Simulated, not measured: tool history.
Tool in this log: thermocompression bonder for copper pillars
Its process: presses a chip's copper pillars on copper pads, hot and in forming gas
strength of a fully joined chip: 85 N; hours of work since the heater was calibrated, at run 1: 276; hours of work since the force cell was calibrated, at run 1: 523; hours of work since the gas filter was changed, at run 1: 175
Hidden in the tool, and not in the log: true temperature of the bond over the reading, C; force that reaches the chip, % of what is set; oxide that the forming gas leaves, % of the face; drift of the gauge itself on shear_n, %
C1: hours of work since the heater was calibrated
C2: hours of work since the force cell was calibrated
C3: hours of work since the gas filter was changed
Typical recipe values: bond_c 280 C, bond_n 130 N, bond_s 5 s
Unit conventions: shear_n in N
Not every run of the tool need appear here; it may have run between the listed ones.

Run 1, hour 0.0: usual settings; C1 276; C2 523; C3 175. Result: shear_n 42.6 N.
Run 2, hour 83.1: usual settings; C1 310; C2 556; C3 209. Result: shear_n 42.3 N.
Run 3, hour 138.8: usual settings; C1 332; C2 579; C3 231. Result: shear_n 42.3 N.
Run 4, hour 235.8: usual settings; C1 371; C2 618; C3 270. Result: shear_n 42.6 N.
Run 5, hour 325.7: usual settings but bond_c 273 C; C1 408; C2 654; C3 307. Result: shear_n 39.8 N.
Run 6, hour 398.7: usual settings but bond_c 273 C, bond_s 6 s; C1 437; C2 684; C3 336. Result: shear_n 42.5 N.
Run 7, hour 453.9: usual settings but bond_c 273 C, bond_s 11 s; C1 459; C2 706; C3 358. Result: shear_n 51.8 N.
Run 8, hour 524.8: usual settings; C1 488; C2 734; C3 387. Result: shear_n 42.5 N.
Run 9, hour 610.5: usual settings but bond_c 263 C; C1 523; C2 769; C3 422. Result: shear_n 36.6 N.
At hour 633.0: forming gas filter changed.
Run 10, hour 657.4: usual settings but bond_n 183 N; C1 541; C2 788; C3 10. Result: shear_n 54.3 N.
Run 11, hour 718.3: usual settings but bond_n 183 N; C1 566; C2 812; C3 34. Result: shear_n 54.4 N.
Run 12, hour 798.1: usual settings but bond_n 183 N; C1 598; C2 845; C3 67. Result: shear_n 54.8 N.
Run 13, hour 872.1: usual settings but bond_n 183 N; C1 628; C2 874; C3 96. Result: shear_n 54.3 N.
Run 14, hour 913.7: usual settings; C1 645; C2 891; C3 113. Result: shear_n 42.8 N.
Run 15, hour 991.5: usual settings but bond_c 300 C; C1 676; C2 923; C3 145. Result: shear_n 49.4 N.
Run 16, hour 1081.1: usual settings but bond_c 257 C, bond_n 96 N, bond_s 3 s; C1 712; C2 959; C3 181. Result: shear_n 21.2 N.
Run 17, hour 1175.7: usual settings but bond_c 257 C, bond_n 96 N, bond_s 3 s; C1 751; C2 997; C3 219. Result: shear_n 21.0 N.
Run 18, hour 1237.5: usual settings but bond_c 257 C, bond_n 96 N, bond_s 3 s; C1 775; C2 1022; C3 244. Result: shear_n 21.2 N.
Run 19, hour 1321.9: usual settings but bond_c 258 C, bond_n 86 N, bond_s 3 s; C1 810; C2 1056; C3 278. Result: shear_n 19.1 N.
Run 20, hour 1362.5: usual settings but bond_c 256 C, bond_n 86 N, bond_s 8 s; C1 826; C2 1072; C3 294. Result: shear_n 28.3 N.
Run 21, hour 1417.0: usual settings but bond_n 88 N, bond_s 4 s; C1 848; C2 1094; C3 316. Result: shear_n 27.8 N.
Run 22, hour 1457.7: usual settings but bond_c 305 C; C1 864; C2 1111; C3 333. Result: shear_n 51.1 N.
Run 23, hour 1549.1: usual settings but bond_c 263 C; C1 901; C2 1148; C3 370. Result: shear_n 36.5 N.
Run 24, hour 1594.9: usual settings but bond_c 274 C, bond_n 98 N, bond_s 13 s; C1 920; C2 1166; C3 388. Result: shear_n 44.7 N.
Run 25, hour 1650.1: usual settings but bond_c 269 C, bond_s 10 s; C1 942; C2 1188; C3 410. Result: shear_n 48.9 N.
At hour 1705.8: forming gas filter changed.
Run 26, hour 1719.8: usual settings but bond_c 260 C, bond_n 178 N, bond_s 12 s; C1 970; C2 1216; C3 6. Result: shear_n 59.1 N.
Run 27, hour 1759.1: usual settings but bond_c 309 C, bond_n 141 N, bond_s 3 s; C1 986; C2 1232; C3 22. Result: shear_n 47.5 N.
Run 28, hour 1810.6: usual settings but bond_c 268 C, bond_n 86 N, bond_s 4 s; C1 1007; C2 1253; C3 42. Result: shear_n 24.3 N.
Run 29, hour 1854.6: usual settings but bond_c 286 C, bond_n 81 N, bond_s 4 s; C1 1024; C2 1271; C3 60. Result: shear_n 27.2 N.

Branching from run 29: 5 alternative next runs. What would each branch give?
Run A, hour 1945.6: usual settings but bond_c 288 C, bond_n 107 N, bond_s 3 s; C1 1061; C2 1307; C3 97. Result: shear_n ?.
Run B, hour 1945.6: usual settings but bond_c 257 C; C1 1061; C2 1307; C3 97. Result: shear_n ?.
Run C, hour 1945.6: usual settings; C1 1061; C2 1307; C3 97. Result: shear_n ?.
Run D, hour 1945.6: usual settings but bond_c 261 C, bond_n 148 N; C1 1061; C2 1307; C3 97. Result: shear_n ?.
Run E, hour 1945.6: usual settings but bond_n 131 N, bond_s 8 s; C1 1061; C2 1307; C3 97. Result: shear_n ?.

run  shear_n
  A     32.1
  B     34.6
  C     42.4
  D     40.0
  E     50.1
What these runs would have given with no unlogged condition in the tool:
run  shear_n
  A     32.1
  B     34.6
  C     42.5
  D     40.0
  E     50.1
